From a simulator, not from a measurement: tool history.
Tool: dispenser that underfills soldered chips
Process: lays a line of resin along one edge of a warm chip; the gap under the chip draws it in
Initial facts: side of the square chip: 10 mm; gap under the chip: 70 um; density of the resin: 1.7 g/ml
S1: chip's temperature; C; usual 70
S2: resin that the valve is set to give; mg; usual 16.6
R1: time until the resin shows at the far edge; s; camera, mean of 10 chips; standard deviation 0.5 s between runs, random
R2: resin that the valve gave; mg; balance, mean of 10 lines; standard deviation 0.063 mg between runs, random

Run 1, day 0: usual settings. Result: R1 45.2 s, R2 15.83 mg.
At day 0.1: dispensing valve cleaned and set on the balance.
At day 0.238: new syringe of resin.
Run 2, day 0.521: usual settings. Result: R1 51.7 s, R2 16.42 mg.
At day 0.575: new syringe of resin.
Run 3, day 0.812: usual settings. Result: R1 49.2 s, R2 16.44 mg.
At day 0.917: new syringe of resin.
Run 4, day 1.042: usual settings. Result: R1 43.1 s, R2 16.57 mg.
At day 1.242: new syringe of resin.
Run 5, day 1.388: usual settings. Result: R1 43.4 s, R2 16.49 mg.
At day 1.604: new syringe of resin.
Run 6, day 1.642: usual settings. Result: R1 39 s, R2 16.39 mg.
At day 1.967: new syringe of resin.
Run 7, day 2.054: usual settings but S1 84 C. Result: R1 21.1 s, R2 16.5 mg.
At day 2.329: new syringe of resin.
Run 8, day 2.446: usual settings but S1 84 C. Result: R1 22.6 s, R2 16.3 mg.
At day 2.662: new syringe of resin.
Run 9, day 2.862: usual settings but S1 84 C. Result: R1 24.3 s, R2 16.25 mg.
At day 3.021: new syringe of resin.
Run 10, day 3.212: usual settings but S1 64 C. Result: R1 60.7 s, R2 16.3 mg.
At day 3.362: new syringe of resin.
At day 3.696: new syringe of resin.
Run 11, day 3.696: usual settings but S1 64 C. Result: R1 50.1 s, R2 16.19 mg.
At day 4.033: new syringe of resin.
Run 12, day 4.133: usual settings but S1 64 C. Result: R1 53.8 s, R2 16.16 mg.
At day 4.392: new syringe of resin.
Run 13, day 4.575: usual settings. Result: R1 46.1 s, R2 16.15 mg.
At day 4.725: new syringe of resin.
Run 14, day 4.929: usual settings. Result: R1 45.7 s, R2 16.06 mg.
At day 5.067: new syringe of resin.
Run 15, day 5.15: usual settings. Result: R1 41.3 s, R2 16.22 mg.
Run 16, day 5.346: usual settings. Result: R1 51 s, R2 15.95 mg.
At day 5.396: new syringe of resin.
At day 5.729: new syringe of resin.
Run 17, day 5.754: usual settings. Result: R1 38.6 s, R2 15.98 mg.
Run 18, day 6.033: usual settings but S2 14.4 mg. Result: R1 54.4 s, R2 13.85 mg.
At day 6.092: new syringe of resin.
At day 6.429: new syringe of resin.
Run 19, day 6.429: usual settings but S1 83 C. Result: R1 20.3 s, R2 15.93 mg.
Run 20, day 6.733: usual settings but S1 61 C, S2 14.7 mg. Result: R1 85.7 s, R2 14.18 mg.
At day 6.779: new syringe of resin.
At day 7.125: new syringe of resin.
Run 21, day 7.154: usual settings but S1 63 C, S2 16.5 mg. Result: R1 53.6 s, R2 15.69 mg.
Run 22, day 7.392: usual settings but S1 63 C, S2 16.5 mg. Result: R1 68.5 s, R2 15.79 mg.
At day 7.471: new syringe of resin.
Run 23, day 7.6: usual settings but S1 63 C, S2 16.5 mg. Result: R1 58.7 s, R2 15.67 mg.
At day 7.825: new syringe of resin.
Run 24, day 8.046: usual settings but S1 68 C, S2 17 mg. Result: R1 51 s, R2 16.06 mg.
At day 8.129: dispensing valve cleaned and set on the balance.
At day 8.212: new syringe of resin.
Run 25, day 8.367: usual settings but S1 68 C. Result: R1 47.8 s, R2 16.48 mg.
At day 8.546: new syringe of resin.
Run 26, day 8.667: usual settings but S1 74 C, S2 20 mg. Result: R1 33.9 s, R2 20.03 mg.
At day 8.888: new syringe of resin.
Run 27, day 8.967: usual settings but S1 80 C, S2 19.8 mg. Result: R1 24.3 s, R2 19.72 mg.
At day 9.246: new syringe of resin.
Run 28, day 9.329: usual settings but S1 80 C, S2 19.8 mg. Result: R1 23.6 s, R2 19.65 mg.
At day 9.579: new syringe of resin.
Run 29, day 9.662: usual settings but S1 69 C, S2 15.4 mg. Result: R1 42.1 s, R2 15.22 mg.
At day 9.904: new syringe of resin.
Run 30, day 9.962: usual settings but S1 72 C, S2 16.1 mg. Result: R1 36.4 s, R2 15.94 mg.
Run 31, day 10.154: usual settings but S1 74 C, S2 19.4 mg. Result: R1 39 s, R2 19.05 mg.
At day 10.238: new syringe of resin.
Run 32, day 10.404: usual settings but S1 74 C, S2 17.2 mg. Result: R1 35.7 s, R2 16.88 mg.

Run 33 comes next. What will it give?
At day 10.583: new syringe of resin.
Run 33, day 10.625: usual settings but S1 62 C, S2 21.5 mg. Result: R1 ?, R2 ?.

R1: 54.7 s
R2: 21.17 mg
Were there no unlogged condition in the tool, this run, its random variation unchanged, would have produced R1 58.2 s, R2 21.55 mg.

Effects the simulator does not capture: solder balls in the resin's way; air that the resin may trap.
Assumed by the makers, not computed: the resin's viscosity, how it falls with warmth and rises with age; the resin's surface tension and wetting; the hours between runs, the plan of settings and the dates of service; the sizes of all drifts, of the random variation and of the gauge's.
